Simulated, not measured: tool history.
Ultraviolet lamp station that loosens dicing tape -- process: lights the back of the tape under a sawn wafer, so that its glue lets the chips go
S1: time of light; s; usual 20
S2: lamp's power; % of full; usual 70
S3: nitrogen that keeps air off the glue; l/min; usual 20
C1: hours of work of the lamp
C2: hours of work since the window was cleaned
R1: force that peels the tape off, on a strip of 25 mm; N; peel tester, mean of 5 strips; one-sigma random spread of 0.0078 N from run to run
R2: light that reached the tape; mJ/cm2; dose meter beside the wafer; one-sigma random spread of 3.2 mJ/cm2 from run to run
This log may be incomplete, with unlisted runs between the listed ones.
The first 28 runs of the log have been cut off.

Run 29, hour 273.5: usual settings but S1 17 s, S2 79 % of full; C1 163; C2 75. Result: R1 0.328 N, R2 442 mJ/cm2.
Run 30, hour 286.5: usual settings but S1 17 s, S2 79 % of full; C1 169; C2 81. Result: R1 0.346 N, R2 444 mJ/cm2.
Run 31, hour 293.3: usual settings but S1 17 s, S2 79 % of full; C1 173; C2 85. Result: R1 0.356 N, R2 437 mJ/cm2.
Run 32, hour 305.1: usual settings but S1 25 s, S2 65 % of full, S3 29 l/min; C1 179; C2 91. Result: R1 0.253 N, R2 526 mJ/cm2.
Run 33, hour 312.6: usual settings but S1 11 s, S2 65 % of full, S3 29 l/min; C1 182; C2 94. Result: R1 0.653 N, R2 231 mJ/cm2.
Run 34, hour 323.9: usual settings but S1 16 s, S2 78 % of full, S3 6 l/min; C1 188; C2 100. Result: R1 0.797 N, R2 402 mJ/cm2.
Run 35, hour 336.7: usual settings but S3 18 l/min; C1 194; C2 106. Result: R1 0.345 N, R2 454 mJ/cm2.
Run 36, hour 343.2: usual settings but S3 18 l/min; C1 197; C2 110. Result: R1 0.341 N, R2 452 mJ/cm2.
Run 37, hour 354: usual settings but S3 18 l/min; C1 203; C2 115. Result: R1 0.345 N, R2 447 mJ/cm2.
Run 38, hour 363.8: usual settings but S3 18 l/min; C1 208; C2 120. Result: R1 0.34 N, R2 445 mJ/cm2.
Run 39, hour 373.9: usual settings but S1 33 s, S2 80 % of full; C1 213; C2 125. Result: R1 0.24 N, R2 827 mJ/cm2.

What will run 40 give?
Run 40, hour 385.4: usual settings but S1 33 s, S2 80 % of full; C1 218; C2 131. Result: R1 ?, R2 ?.

{"run 40": {"R1": 0.242, "R2": 835}}
Without the tool's hidden state the same run would have given R1 0.24 N, R2 941 mJ/cm2.
